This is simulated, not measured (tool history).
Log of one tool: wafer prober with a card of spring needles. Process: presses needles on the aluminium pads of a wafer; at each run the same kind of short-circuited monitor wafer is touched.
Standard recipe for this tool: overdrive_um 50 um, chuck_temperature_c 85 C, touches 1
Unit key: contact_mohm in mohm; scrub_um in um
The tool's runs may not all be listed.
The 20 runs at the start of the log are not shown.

| run | hour | overdrive_um | chuck_temperature_c | touches | touches since the tips were cleaned | cleanings since the card got new needles | touches since the first contact's height was set | contact_mohm | scrub_um |
|---|---|---|---|---|---|---|---|---|---|
|  | 130.2 | tips cleaned on abrasive film |
| 21 | 137.5 | 55 | 71 | 1 | 3149 | 13 | 65803 | 498 | 14.65 |
|  | 141.1 | tips cleaned on abrasive film |
| 22 | 146.3 | 67 | 64 | 2 | 2209 | 14 | 69498 | 349 | 17.81 |
|  | 152.3 | tips cleaned on abrasive film |
| 23 | 155.9 | 36 | 88 | 2 | 1510 | 15 | 73563 | 514 | 9.36 |
|  | 163.5 | tips cleaned on abrasive film |
| 24 | 164.8 | 56 | 85 | 1 | 553 | 16 | 77352 | 366 | 14.87 |
| 25 | 173.6 | 56 | 85 | 1 | 4312 | 16 | 81111 | 520 | 14.87 |
|  | 174.5 | height of the first contact set anew |
|  | 175.4 | tips cleaned on abrasive film |
| 26 | 183.5 | 50 | 90 | 1 | 3487 | 17 | 3806 | 578 | 12.95 |
|  | 186.4 | tips cleaned on abrasive film |
| 27 | 191.5 | 32 | 28 | 2 | 2172 | 18 | 7157 | 654 | 8.03 |
| 28 | 196.6 | 50 | 42 | 3 | 4351 | 18 | 9336 | 398 | 13.02 |
|  | 197.7 | tips cleaned on abrasive film |
|  | 201.4 | height of the first contact set anew, once more |
| 29 | 203.8 | 34 | 54 | 2 | 2515 | 19 | 1056 | 585 | 9.29 |
|  | 209.2 | tips cleaned on abrasive film |
| 30 | 209.3 | 50 | 82 | 1 | 10 | 20 | 3330 | 319 | 13.67 |
| 31 | 213.6 | 50 | 28 | 1 | 1881 | 20 | 5201 | 499 | 13.62 |
| 32 | 218 | 50 | 28 | 1 | 3755 | 20 | 7075 | 562 | 13.55 |
|  | 220.9 | tips cleaned on abrasive film |
| 33 | 227.5 | 32 | 28 | 1 | 2835 | 21 | 11093 | 914 | 8.73 |
|  | 232 | tips cleaned on abrasive film |
| 34 | 232.6 | 48 | 28 | 1 | 259 | 22 | 13230 | 353 | 13.05 |
| 35 | 241.9 | 48 | 28 | 2 | 4252 | 22 | 17223 | 476 | 13.01 |

Alternative continuations, all from the tool just after run 35; predict every row:
|  | 243.7 | tips cleaned on abrasive film |
| A | 251.4 | 41 | 121 | 2 | 3307 | 23 | 21230 | ? | ? |
|  | 243.7 | tips cleaned on abrasive film |
| B | 251.4 | 50 | 85 | 1 | 3307 | 23 | 21230 | ? | ? |
|  | 243.7 | tips cleaned on abrasive film |
| C | 251.4 | 50 | 64 | 1 | 3307 | 23 | 21230 | ? | ? |

| run | contact_mohm | scrub_um |
|---|---|---|
| A | 530 | 11.13 |
| B | 553 | 13.57 |
| C | 560 | 13.52 |
Take away the tool's hidden state, keep each run's random variation, and the runs would have read:
| run | contact_mohm | scrub_um |
|---|---|---|
| A | 309 | 11.24 |
| B | 289 | 13.68 |
| C | 285 | 13.63 |

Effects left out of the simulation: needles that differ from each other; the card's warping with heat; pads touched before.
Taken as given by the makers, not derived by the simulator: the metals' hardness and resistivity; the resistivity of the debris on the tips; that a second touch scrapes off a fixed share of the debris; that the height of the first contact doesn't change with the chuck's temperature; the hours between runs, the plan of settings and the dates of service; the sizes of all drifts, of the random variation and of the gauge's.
